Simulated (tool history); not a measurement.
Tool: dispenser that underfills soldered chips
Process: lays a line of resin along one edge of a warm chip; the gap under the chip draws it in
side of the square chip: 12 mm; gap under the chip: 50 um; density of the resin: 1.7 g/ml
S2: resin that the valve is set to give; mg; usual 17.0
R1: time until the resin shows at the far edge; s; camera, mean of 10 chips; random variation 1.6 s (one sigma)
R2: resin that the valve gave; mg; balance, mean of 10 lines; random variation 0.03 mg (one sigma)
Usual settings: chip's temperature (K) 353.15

run 1 hour=0.0 | chip's_temperature_(K)=353.15 S2=17.0 | R1=227.1 R2=16.65
-- hour=5.0 new syringe of resin
run 2 hour=8.0 | chip's_temperature_(K)=353.15 S2=18.8 | R1=183.6 R2=18.33
run 3 hour=14.5 | chip's_temperature_(K)=353.15 S2=18.8 | R1=256.6 R2=18.30
-- hour=16.8 new syringe of resin
run 4 hour=28.0 | chip's_temperature_(K)=353.15 S2=17.8 | R1=276.1 R2=17.26
-- hour=29.3 new syringe of resin
-- hour=42.1 new syringe of resin
run 5 hour=43.1 | chip's_temperature_(K)=340.15 S2=17.0 | R1=254.5 R2=16.46
-- hour=54.5 new syringe of resin
-- hour=56.7 dispensing valve cleaned and set on the balance
run 6 hour=58.0 | chip's_temperature_(K)=355.15 S2=17.0 | R1=175.4 R2=17.03
-- hour=67.0 new syringe of resin
run 7 hour=72.6 | chip's_temperature_(K)=355.15 S2=17.0 | R1=198.9 R2=16.88
-- hour=78.8 new syringe of resin
run 8 hour=82.5 | chip's_temperature_(K)=355.15 S2=17.0 | R1=175.8 R2=16.85
-- hour=90.4 new syringe of resin
run 9 hour=90.4 | chip's_temperature_(K)=355.15 S2=17.0 | R1=148.4 R2=16.83
-- hour=102.6 new syringe of resin
run 10 hour=103.6 | chip's_temperature_(K)=353.15 S2=17.0 | R1=168.2 R2=16.72
-- hour=114.2 new syringe of resin
run 11 hour=117.5 | chip's_temperature_(K)=353.15 S2=17.0 | R1=188.0 R2=16.64
-- hour=125.7 new syringe of resin
run 12 hour=130.2 | chip's_temperature_(K)=353.15 S2=14.6 | R1=208.3 R2=14.21
-- hour=137.3 new syringe of resin
run 13 hour=139.7 | chip's_temperature_(K)=353.15 S2=21.2 | R1=179.0 R2=20.60
-- hour=149.4 new syringe of resin
run 14 hour=152.2 | chip's_temperature_(K)=353.15 S2=21.2 | R1=177.8 R2=20.46
-- hour=161.6 new syringe of resin
run 15 hour=163.1 | chip's_temperature_(K)=353.15 S2=21.2 | R1=166.6 R2=20.50
-- hour=169.4 dispensing valve cleaned and set on the balance
-- hour=174.1 new syringe of resin
run 16 hour=175.7 | chip's_temperature_(K)=353.15 S2=21.2 | R1=173.8 R2=21.21
run 17 hour=184.0 | chip's_temperature_(K)=353.15 S2=21.2 | R1=258.9 R2=21.10
-- hour=185.9 new syringe of resin
-- hour=198.0 new syringe of resin
run 18 hour=198.6 | chip's_temperature_(K)=353.15 S2=18.5 | R1=161.9 R2=18.33

The next listed run, before its measurement:
run 19 hour=207.6 | chip's_temperature_(K)=353.15 S2=18.5 | R1=? R2=?

Run 19 gave R1 251.2 s, R2 18.30 mg.
Without the tool's hidden state the same run would have given R1 153.9 s, R2 18.50 mg.
